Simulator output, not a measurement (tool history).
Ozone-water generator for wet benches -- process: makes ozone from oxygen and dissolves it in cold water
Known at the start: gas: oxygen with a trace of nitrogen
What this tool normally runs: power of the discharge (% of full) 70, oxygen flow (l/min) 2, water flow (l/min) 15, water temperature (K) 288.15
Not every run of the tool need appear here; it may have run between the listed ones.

run	hour	power of the discharge (% of full)	oxygen flow (l/min)	water flow (l/min)	water temperature (K)	dissolved ozone (ppm)	ozone in the gas ahead of the water (g/m3)
1	0	70	2	15	288.15	17.5	257.6
2	31.6	70	2	15	288.15	17.7	257.1
3	79	70	2	15	288.15	17.4	259.4
4	105.8	70	2	15	288.15	17.3	258.2
5	144.1	70	2	15	288.15	17.7	257
6	165.1	70	2	15	288.15	17.2	258
7	214.3	70	2	12	288.15	21.6	256.5
8	239	70	2	15	288.15	17.3	254.5
9	270.5	70	2	15	288.15	17.7	257.1
10	292.7	70	2	15	288.15	17.4	256.3
11	342	70	3.36	15	288.15	20.7	216.2
12	369.7	70	3.16	15	288.15	20.5	219.5
13	406.1	70	1.14	15	288.15	13.3	305.4

Forecast run 14:
14	455.3	45	1.46	15	288.15	?	?

{"run 14": {"dissolved ozone (ppm)": 11.9, "ozone in the gas ahead of the water (g/m3)": 223.4}}
With no hidden state in the tool, this same run would have given dissolved ozone (ppm) 12, ozone in the gas ahead of the water (g/m3) 224.3.
